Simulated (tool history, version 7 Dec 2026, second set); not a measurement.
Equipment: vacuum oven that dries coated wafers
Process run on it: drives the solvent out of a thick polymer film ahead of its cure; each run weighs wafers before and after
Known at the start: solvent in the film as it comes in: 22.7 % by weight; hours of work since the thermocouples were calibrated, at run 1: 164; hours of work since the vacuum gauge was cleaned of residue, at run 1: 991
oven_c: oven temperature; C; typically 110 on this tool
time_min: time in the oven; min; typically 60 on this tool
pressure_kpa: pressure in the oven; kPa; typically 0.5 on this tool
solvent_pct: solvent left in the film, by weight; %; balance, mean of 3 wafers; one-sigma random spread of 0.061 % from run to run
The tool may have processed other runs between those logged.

run	hour	oven_c	time_min	pressure_kpa	hours of work since the thermocouples were calibrated	hours of work since the vacuum gauge was cleaned of residue	solvent_pct
1	0	110	60	0.5	164	991	3.93
2	58.8	110	60	0.5	197	1024	4.09
3	85.9	110	60	0.5	212	1040	4.11
4	134.9	110	60	0.5	240	1067	4.16
5	167	110	60	0.842	258	1085	4.38
6	199.3	121	60	0.5	276	1104	1.07
7	240.3	125	60	0.5	299	1127	0.63
8	294.9	125	37	0.5	330	1157	1.65
9	335.9	125	37	0.5	353	1180	1.75
10	396.5	110	60	0.5	387	1214	4.2
# hour 402.9: oven's thermocouples calibrated
11	459.7	110	60	0.5	32	1249	4.31
12	489.2	110	60	0.5	49	1266	4.26
13	538.4	121	60	0.5	76	1293	1.24
# hour 544: oven's thermocouples calibrated, once more
14	579.8	121	60	0.5	20	1315	0.91
15	638.6	121	60	0.5	53	1348	0.95
16	681	108	54	0.5	77	1372	5.31
17	742.9	95	54	1.568	112	1407	11.9
18	793.4	95	54	1.568	140	1436	11.7
19	837	122	36	0.412	165	1460	2.24
20	884.6	110	33	0.361	192	1487	7.55
21	924.2	120	56	0.519	214	1509	1.35
22	987.1	107	42	0.348	249	1545	7.42
23	1028.6	110	47	0.573	273	1568	5.5
24	1086.9	110	60	0.966	306	1601	4.32
25	1134.7	110	60	0.966	332	1628	4.15
26	1163.5	110	60	0.966	349	1644	4.28
27	1215.6	125	54	1.938	378	1673	1.54

Selected run-to-run steps in solvent_pct, each split into two signed amounts: the part the tool would show with no hidden state at all (from settings, incoming material and random variation), and the remainder, which goes to the hidden state together with any gauge scatter not common to the measured and the hidden-state-free results:
The hidden state here: true wafer temperature over the reading, C; true pressure over the reading, kPa; drift of the gauge itself on solvent_pct, %.
Run 9 -> 10: oven_c 125 -> 110, time_min 37 -> 60. solvent_pct +2.45 %: hidden state +0.31, all else +2.14.
Run 12 -> 13: oven_c 110 -> 121. solvent_pct -3.02 %: hidden state -0.44, all else -2.58.
Run 16 -> 17: oven_c 108 -> 95, pressure_kpa 0.5 -> 1.568. solvent_pct +6.59 %: hidden state +0.05, all else +6.54.
Run 18 -> 19: oven_c 95 -> 122, time_min 54 -> 36, pressure_kpa 1.568 -> 0.412. solvent_pct -9.46 %: hidden state -0.11, all else -9.35.
